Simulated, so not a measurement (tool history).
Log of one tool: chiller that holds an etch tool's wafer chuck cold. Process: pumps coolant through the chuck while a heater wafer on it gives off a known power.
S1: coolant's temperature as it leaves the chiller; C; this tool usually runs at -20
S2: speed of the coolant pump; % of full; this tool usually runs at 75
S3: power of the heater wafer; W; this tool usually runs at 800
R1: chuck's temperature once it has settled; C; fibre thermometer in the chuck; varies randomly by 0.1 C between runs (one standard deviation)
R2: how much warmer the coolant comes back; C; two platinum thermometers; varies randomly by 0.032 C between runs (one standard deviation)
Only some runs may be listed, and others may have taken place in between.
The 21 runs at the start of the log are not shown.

Run 22, day 79.725: usual settings but S1 -15 C, S2 73 % of full. Result: R1 -7.7 C, R2 3.78 C.
Run 23, day 82.683: usual settings but S1 -15 C, S2 73 % of full. Result: R1 -7.7 C, R2 3.78 C.
Run 24, day 85.892: usual settings but S2 84 % of full. Result: R1 -13.4 C, R2 3.34 C.
Run 25, day 90.296: usual settings but S2 84 % of full. Result: R1 -13.2 C, R2 3.34 C.
Run 26, day 94.333: usual settings but S3 519 W. Result: R1 -15.3 C, R2 2.47 C.
Run 27, day 99.046: usual settings but S1 -11 C, S2 77 % of full, S3 687 W. Result: R1 -4.7 C, R2 3.18 C.
Run 28, day 102.738: usual settings but S1 -11 C, S2 77 % of full, S3 687 W. Result: R1 -4.7 C, R2 3.16 C.
Run 29, day 107.579: usual settings but S2 91 % of full, S3 524 W. Result: R1 -16 C, R2 2.02 C.
Run 30, day 110.55: usual settings but S1 -27 C, S2 91 % of full, S3 524 W. Result: R1 -23.1 C, R2 2.05 C.
Run 31, day 113.358: usual settings but S1 -11 C, S2 92 % of full, S3 572 W. Result: R1 -6.7 C, R2 2.18 C.

Consider 3 possible next runs. They are alternatives, not a sequence: every one starts from the tool as it was left by run 31. What does each give?
Run A, day 117.279: usual settings but S1 -16 C, S2 84 % of full. Result: R1 ?, R2 ?.
Run B, day 117.279: usual settings but S2 69 % of full, S3 646 W. Result: R1 ?, R2 ?.
Run C, day 117.279: usual settings but S1 -21 C, S2 61 % of full, S3 404 W. Result: R1 ?, R2 ?.

run     R1    R2
  A   -9.3   3.4
  B  -13.5  3.34
  C  -16.6  2.33
Take away the tool's hidden state, keep each run's random variation, and the runs would have read:
run     R1    R2
  A   -9.7  3.31
  B  -13.8  3.25
  C  -16.8  2.27
